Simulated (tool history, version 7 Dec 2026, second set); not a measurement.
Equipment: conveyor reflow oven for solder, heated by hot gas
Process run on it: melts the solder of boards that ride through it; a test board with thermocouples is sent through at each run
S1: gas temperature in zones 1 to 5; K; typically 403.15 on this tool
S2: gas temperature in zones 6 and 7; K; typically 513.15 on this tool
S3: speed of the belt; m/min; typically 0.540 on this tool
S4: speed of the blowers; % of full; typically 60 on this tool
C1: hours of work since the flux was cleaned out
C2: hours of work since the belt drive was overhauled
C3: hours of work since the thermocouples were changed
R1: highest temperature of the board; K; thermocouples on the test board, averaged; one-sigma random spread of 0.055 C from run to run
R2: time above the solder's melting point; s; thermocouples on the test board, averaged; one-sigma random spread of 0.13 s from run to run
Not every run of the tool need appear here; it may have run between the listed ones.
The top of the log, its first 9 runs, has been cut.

run 10 hour=591.8 | S1=403.15 S2=507.15 S3=0.540 S4=60 | C1=65 C2=851 C3=129 | R1=489.65 R2=63.9
run 11 hour=633.0 | S1=403.15 S2=513.15 S3=0.540 S4=60 | C1=91 C2=877 C3=155 | R1=494.91 R2=68.3
run 12 hour=679.6 | S1=403.15 S2=513.15 S3=0.581 S4=60 | C1=120 C2=907 C3=184 | R1=491.95 R2=60.7
run 13 hour=736.5 | S1=403.15 S2=513.15 S3=0.581 S4=60 | C1=156 C2=943 C3=220 | R1=491.76 R2=60.4
-- hour=745.1 flux residue cleaned out of gas plates and filters
run 14 hour=775.3 | S1=403.15 S2=513.15 S3=0.540 S4=60 | C1=19 C2=964 C3=242 | R1=495.41 R2=68.6
run 15 hour=827.4 | S1=403.15 S2=506.15 S3=0.540 S4=60 | C1=52 C2=997 C3=275 | R1=489.07 R2=63.5
-- hour=835.4 belt drive overhauled, speed set with a stopwatch
run 16 hour=876.4 | S1=403.15 S2=506.15 S3=0.540 S4=60 | C1=81 C2=26 C3=303 | R1=489.12 R2=64.0
run 17 hour=910.5 | S1=403.15 S2=506.15 S3=0.540 S4=60 | C1=102 C2=48 C3=325 | R1=489.00 R2=63.8
run 18 hour=962.4 | S1=403.15 S2=513.15 S3=0.441 S4=60 | C1=135 C2=80 C3=358 | R1=501.55 R2=92.0
-- hour=1007.4 flux residue cleaned out of gas plates and filters
run 19 hour=1011.2 | S1=403.15 S2=513.15 S3=0.540 S4=78 | C1=2 C2=108 C3=385 | R1=501.48 R2=74.9
run 20 hour=1080.2 | S1=410.15 S2=504.15 S3=0.540 S4=56 | C1=46 C2=152 C3=429 | R1=487.72 R2=65.3
run 21 hour=1139.6 | S1=391.15 S2=502.15 S3=0.431 S4=76 | C1=84 C2=189 C3=467 | R1=494.75 R2=86.0
run 22 hour=1178.0 | S1=403.15 S2=513.15 S3=0.503 S4=67 | C1=108 C2=214 C3=491 | R1=500.12 R2=79.5
run 23 hour=1242.4 | S1=403.15 S2=513.15 S3=0.503 S4=67 | C1=149 C2=255 C3=532 | R1=500.01 R2=79.3
-- hour=1265.2 flux residue cleaned out of gas plates and filters
run 24 hour=1282.8 | S1=403.15 S2=513.15 S3=0.503 S4=67 | C1=11 C2=277 C3=554 | R1=501.05 R2=80.3
run 25 hour=1318.4 | S1=404.15 S2=513.15 S3=0.573 S4=67 | C1=34 C2=300 C3=577 | R1=496.96 R2=67.2
-- hour=1327.3 belt drive overhauled, speed set with a stopwatch, once more
run 26 hour=1403.2 | S1=416.15 S2=516.15 S3=0.431 S4=56 | C1=85 C2=48 C3=628 | R1=505.56 R2=100.6
run 27 hour=1467.7 | S1=417.15 S2=509.15 S3=0.636 S4=56 | C1=126 C2=89 C3=669 | R1=486.72 R2=54.5
run 28 hour=1505.4 | S1=399.15 S2=511.15 S3=0.476 S4=54 | C1=150 C2=113 C3=693 | R1=494.55 R2=74.8
-- hour=1525.5 flux residue cleaned out of gas plates and filters
run 29 hour=1588.3 | S1=412.15 S2=511.15 S3=0.476 S4=54 | C1=40 C2=162 C3=742 | R1=497.18 R2=82.9

Run 30 is up next; what results do you expect?
run 30 hour=1652.2 | S1=405.15 S2=526.15 S3=0.504 S4=87 | C1=80 C2=203 C3=782 | R1=? R2=?

R1: 516.93 K
R2: 88.2 s
Without the tool's hidden state the same run would have given R1 516.68 K, R2 87.9 s.

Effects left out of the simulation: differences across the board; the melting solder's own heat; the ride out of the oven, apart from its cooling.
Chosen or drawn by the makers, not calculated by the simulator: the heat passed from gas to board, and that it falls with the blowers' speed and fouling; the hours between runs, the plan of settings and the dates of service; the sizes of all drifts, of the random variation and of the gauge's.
